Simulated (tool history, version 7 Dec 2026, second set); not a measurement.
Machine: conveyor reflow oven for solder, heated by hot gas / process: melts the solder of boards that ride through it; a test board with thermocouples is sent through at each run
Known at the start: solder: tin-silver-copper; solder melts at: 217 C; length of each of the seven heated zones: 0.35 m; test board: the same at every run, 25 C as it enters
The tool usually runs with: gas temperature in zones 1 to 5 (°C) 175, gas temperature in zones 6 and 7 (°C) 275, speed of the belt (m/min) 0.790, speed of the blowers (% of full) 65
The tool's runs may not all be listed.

run	hour	gas temperature in zones 1 to 5 (°C)	gas temperature in zones 6 and 7 (°C)	speed of the belt (m/min)	speed of the blowers (% of full)	highest temperature of the board (°C)	time above the solder's melting point (s)
1	0.0	175	275	0.790	65	251.59	38.78
# hour 12.2: flux residue cleaned out of gas plates and filters
2	42.0	175	275	0.790	65	250.85	38.35
3	87.8	175	275	0.790	65	250.83	38.20
4	126.4	175	276	0.790	65	251.58	38.76
5	174.2	175	276	0.790	65	251.51	38.76
6	201.3	175	276	0.790	65	251.53	38.61
7	231.5	175	276	0.790	65	251.46	38.86
8	256.4	175	276	0.945	65	243.36	27.03
9	299.5	175	275	0.790	65	250.69	38.06
# hour 328.8: flux residue cleaned out of gas plates and filters, once more
10	354.6	175	275	0.790	65	253.40	40.20
11	378.6	175	275	0.790	65	253.44	40.30
12	422.2	175	275	0.790	65	253.39	40.21
13	476.1	175	275	0.733	52	251.02	41.76
14	532.3	175	267	0.860	65	243.42	30.80
15	576.3	175	276	0.865	65	250.31	34.66
16	625.0	175	276	0.946	65	246.26	29.03
17	677.6	163	277	0.800	68	252.80	36.60
18	725.3	163	277	0.800	68	252.76	36.64
19	759.0	178	269	0.910	84	249.31	33.81
20	808.5	171	267	0.866	53	236.61	23.94
21	840.5	176	282	0.790	50	252.28	38.99
22	874.6	185	274	0.790	80	258.41	45.84
23	904.3	186	274	0.858	80	255.79	41.42
24	946.5	175	287	0.790	55	258.53	42.26

Here are 4 independent what-if runs from the current tool condition. What would each one return?
A	983.4	175	275	0.679	63	?	?
B	983.4	169	275	0.790	72	?	?
C	983.4	175	287	0.790	55	?	?
D	983.4	179	275	0.790	65	?	?

run	highest temperature of the board (°C)	time above the solder's melting point (s)
A	257.69	50.22
B	253.82	39.30
C	258.45	42.42
D	253.61	41.39
Without the tool's hidden state the same runs would have given:
run	highest temperature of the board (°C)	time above the solder's melting point (s)
A	257.93	49.44
B	254.34	38.89
C	258.71	41.75
D	253.98	40.85
